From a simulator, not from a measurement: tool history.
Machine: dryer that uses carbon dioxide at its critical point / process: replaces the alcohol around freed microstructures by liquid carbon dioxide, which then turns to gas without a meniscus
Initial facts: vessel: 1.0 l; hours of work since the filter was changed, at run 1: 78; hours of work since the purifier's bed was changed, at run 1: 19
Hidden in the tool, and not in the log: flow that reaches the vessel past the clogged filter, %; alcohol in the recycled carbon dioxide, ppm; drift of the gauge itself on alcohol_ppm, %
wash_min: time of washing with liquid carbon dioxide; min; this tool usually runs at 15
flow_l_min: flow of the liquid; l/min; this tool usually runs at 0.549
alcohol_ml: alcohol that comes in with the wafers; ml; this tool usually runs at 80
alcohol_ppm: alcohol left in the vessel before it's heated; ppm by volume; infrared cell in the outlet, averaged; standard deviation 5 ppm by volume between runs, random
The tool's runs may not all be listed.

| run | hour | wash_min | flow_l_min | alcohol_ml | hours of work since the filter was changed | hours of work since the purifier's bed was changed | alcohol_ppm |
|---|---|---|---|---|---|---|---|
| 1 | 0.0 | 15 | 0.549 | 80 | 78 | 19 | 46 |
| 2 | 21.7 | 15 | 0.549 | 80 | 86 | 27 | 37 |
| 3 | 53.5 | 15 | 0.549 | 80 | 97 | 38 | 45 |
| 4 | 75.9 | 15 | 0.549 | 80 | 105 | 46 | 48 |
| 5 | 93.7 | 15 | 0.549 | 80 | 111 | 53 | 46 |
| 6 | 115.5 | 15 | 0.549 | 80 | 119 | 61 | 55 |
| 7 | 155.2 | 15 | 0.549 | 80 | 133 | 75 | 48 |
| 8 | 181.3 | 15 | 0.549 | 80 | 143 | 84 | 49 |
| 9 | 221.1 | 15 | 0.549 | 80 | 157 | 98 | 48 |
| 10 | 260.7 | 15 | 0.549 | 80 | 171 | 112 | 60 |
| 11 | 280.9 | 15 | 0.549 | 80 | 178 | 120 | 61 |
| 12 | 322.0 | 15 | 0.549 | 80 | 193 | 134 | 69 |
| 13 | 340.9 | 14 | 0.549 | 80 | 200 | 141 | 84 |
| 14 | 370.0 | 15 | 0.549 | 80 | 210 | 151 | 68 |
| 15 | 401.1 | 15 | 0.549 | 42 | 221 | 162 | 57 |
| 16 | 439.8 | 15 | 0.549 | 42 | 235 | 176 | 60 |
| 17 | 463.0 | 15 | 0.390 | 30 | 243 | 185 | 166 |
| 18 | 499.2 | 22 | 0.549 | 112 | 256 | 198 | 51 |
| 19 | 528.4 | 18 | 0.792 | 28 | 267 | 208 | 42 |
| 20 | 551.9 | 13 | 0.377 | 113 | 275 | 216 | 1101 |
| 21 | 568.4 | 14 | 0.502 | 23 | 281 | 222 | 75 |
| 22 | 595.7 | 14 | 0.502 | 23 | 291 | 232 | 91 |
| 23 | 626.1 | 12 | 0.549 | 27 | 301 | 243 | 117 |
| 24 | 661.4 | 12 | 0.549 | 27 | 314 | 255 | 108 |
| 25 | 696.5 | 17 | 0.803 | 21 | 327 | 268 | 59 |
| 26 | 736.9 | 17 | 0.803 | 21 | 341 | 282 | 61 |
| 27 | 756.2 | 12 | 0.714 | 65 | 348 | 289 | 82 |
| 28 | 778.5 | 12 | 0.714 | 65 | 356 | 297 | 94 |
| 29 | 818.5 | 12 | 0.714 | 65 | 370 | 312 | 89 |
| 30 | 850.9 | 12 | 0.714 | 65 | 382 | 323 | 95 |
| 31 | 885.4 | 15 | 0.406 | 117 | 394 | 335 | 441 |
| 32 | 926.3 | 15 | 0.406 | 117 | 409 | 350 | 468 |

5 ways to go on from here, each from the tool as it stands after run 32. What would each give?
| A | 943.0 | 15 | 0.468 | 23 | 415 | 356 | ? |
| B | 943.0 | 18 | 0.446 | 108 | 415 | 356 | ? |
| C | 943.0 | 10 | 0.549 | 94 | 415 | 356 | ? |
| D | 943.0 | 15 | 0.504 | 96 | 415 | 356 | ? |
| E | 943.0 | 22 | 0.345 | 28 | 415 | 356 | ? |

| run | alcohol_ppm |
|---|---|
| A | 110 |
| B | 133 |
| C | 640 |
| D | 167 |
| E | 101 |
Without the tool's hidden state the same runs would have given:
| run | alcohol_ppm |
|---|---|
| A | 24 |
| B | 38 |
| C | 423 |
| D | 66 |
| E | 17 |
